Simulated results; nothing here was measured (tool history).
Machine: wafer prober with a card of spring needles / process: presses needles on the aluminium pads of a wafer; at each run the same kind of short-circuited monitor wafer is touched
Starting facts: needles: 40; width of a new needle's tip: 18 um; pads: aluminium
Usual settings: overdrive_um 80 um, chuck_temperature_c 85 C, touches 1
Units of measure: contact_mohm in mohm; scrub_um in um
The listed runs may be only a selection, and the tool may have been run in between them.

| run | hour | overdrive_um | chuck_temperature_c | touches | contact_mohm | scrub_um |
|---|---|---|---|---|---|---|
| 1 | 0 | 80 | 85 | 1 | 123 | 16.38 |
|  | 2.3 | tips cleaned on abrasive film |
| 2 | 6.1 | 71 | 85 | 1 | 137 | 14.36 |
|  | 11.3 | tips cleaned on abrasive film |
| 3 | 11.5 | 71 | 85 | 1 | 120 | 14.22 |
| 4 | 18.6 | 71 | 85 | 1 | 129 | 14.36 |
|  | 20.5 | tips cleaned on abrasive film |
| 5 | 26.4 | 71 | 85 | 1 | 126 | 14.05 |
|  | 30.1 | tips cleaned on abrasive film |
|  | 36.4 | tips cleaned on abrasive film, once more |
| 6 | 36.4 | 71 | 85 | 1 | 118 | 14.14 |
|  | 45.5 | tips cleaned on abrasive film |
| 7 | 45.9 | 71 | 85 | 1 | 119 | 14.21 |
| 8 | 50.6 | 80 | 97 | 1 | 127 | 16.26 |
|  | 54.4 | tips cleaned on abrasive film |
| 9 | 56.2 | 80 | 97 | 1 | 120 | 15.97 |
| 10 | 60.6 | 80 | 97 | 1 | 124 | 16.07 |
|  | 63.2 | tips cleaned on abrasive film |
| 11 | 68.8 | 80 | 97 | 1 | 125 | 16.07 |
|  | 72.2 | tips cleaned on abrasive film |
| 12 | 75 | 83 | 85 | 1 | 117 | 16.7 |
| 13 | 80.2 | 80 | 85 | 1 | 127 | 16.03 |
|  | 81.1 | tips cleaned on abrasive film |
|  | 90.2 | tips cleaned on abrasive film |
| 14 | 91.1 | 80 | 85 | 1 | 118 | 16.19 |
|  | 99 | tips cleaned on abrasive film |
| 15 | 100.1 | 80 | 85 | 1 | 118 | 16.19 |
|  | 107.8 | tips cleaned on abrasive film |
| 16 | 110.9 | 80 | 85 | 1 | 120 | 15.99 |
|  | 117.4 | tips cleaned on abrasive film |
| 17 | 120.5 | 80 | 85 | 1 | 119 | 16.19 |
|  | 126.4 | tips cleaned on abrasive film |
| 18 | 130.9 | 61 | 79 | 3 | 120 | 11.86 |
|  | 135.3 | tips cleaned on abrasive film |
| 19 | 140.9 | 97 | 56 | 3 | 113 | 19.58 |
|  | 144.2 | tips cleaned on abrasive film |
| 20 | 146.4 | 80 | 80 | 2 | 117 | 16.04 |
| 21 | 151.8 | 86 | 63 | 2 | 119 | 17.28 |
|  | 153.5 | tips cleaned on abrasive film |
| 22 | 160.7 | 86 | 63 | 2 | 116 | 17.2 |
|  | 162.6 | tips cleaned on abrasive film |
| 23 | 165.4 | 95 | 63 | 2 | 114 | 19.16 |
|  | 171.8 | tips cleaned on abrasive film |
| 24 | 173.5 | 84 | 85 | 2 | 118 | 16.86 |
|  | 181.4 | tips cleaned on abrasive film |
| 25 | 181.8 | 65 | 118 | 3 | 125 | 12.84 |
|  | 190.4 | tips cleaned on abrasive film |
| 26 | 192.5 | 67 | 46 | 3 | 115 | 13.03 |
| 27 | 197.3 | 69 | 58 | 3 | 119 | 13.63 |
|  | 199.4 | tips cleaned on abrasive film |
| 28 | 205.2 | 69 | 58 | 3 | 117 | 13.75 |
|  | 208.2 | tips cleaned on abrasive film |
| 29 | 212.2 | 69 | 58 | 3 | 117 | 13.55 |
|  | 217.1 | tips cleaned on abrasive film |
| 30 | 218.1 | 69 | 58 | 2 | 118 | 13.49 |
|  | 225.9 | tips cleaned on abrasive film |
| 31 | 226.2 | 69 | 58 | 2 | 113 | 13.29 |
|  | 234.7 | tips cleaned on abrasive film |
| 32 | 235.5 | 80 | 57 | 1 | 116 | 15.97 |
| 33 | 243.2 | 69 | 49 | 1 | 128 | 13.54 |
|  | 244 | tips cleaned on abrasive film |
| 34 | 251.1 | 82 | 27 | 1 | 118 | 16.02 |

Selected run-to-run steps in contact_mohm, each split into two signed amounts: the part the tool would show with no hidden state at all (from settings, incoming material and random variation), and the remainder, which goes to the hidden state together with any gauge scatter not common to the measured and the hidden-state-free results:
Hidden state at play: debris on the tips, nm; way that the needles fall short of the set height, um; tips' diameter, um; drift of the gauge itself on contact_mohm, %; drift of the gauge itself on scrub_um, %.
Run 1 -> 2: overdrive_um 80 -> 71, tips cleaned on abrasive film. contact_mohm +14 mohm: hidden state +11, all else +3.
Run 2 -> 3: tips cleaned on abrasive film. contact_mohm -17 mohm: hidden state -17, all else +0.
Run 32 -> 33: overdrive_um 80 -> 69, chuck_temperature_c 57 -> 49. contact_mohm +12 mohm: hidden state +11, all else +1.
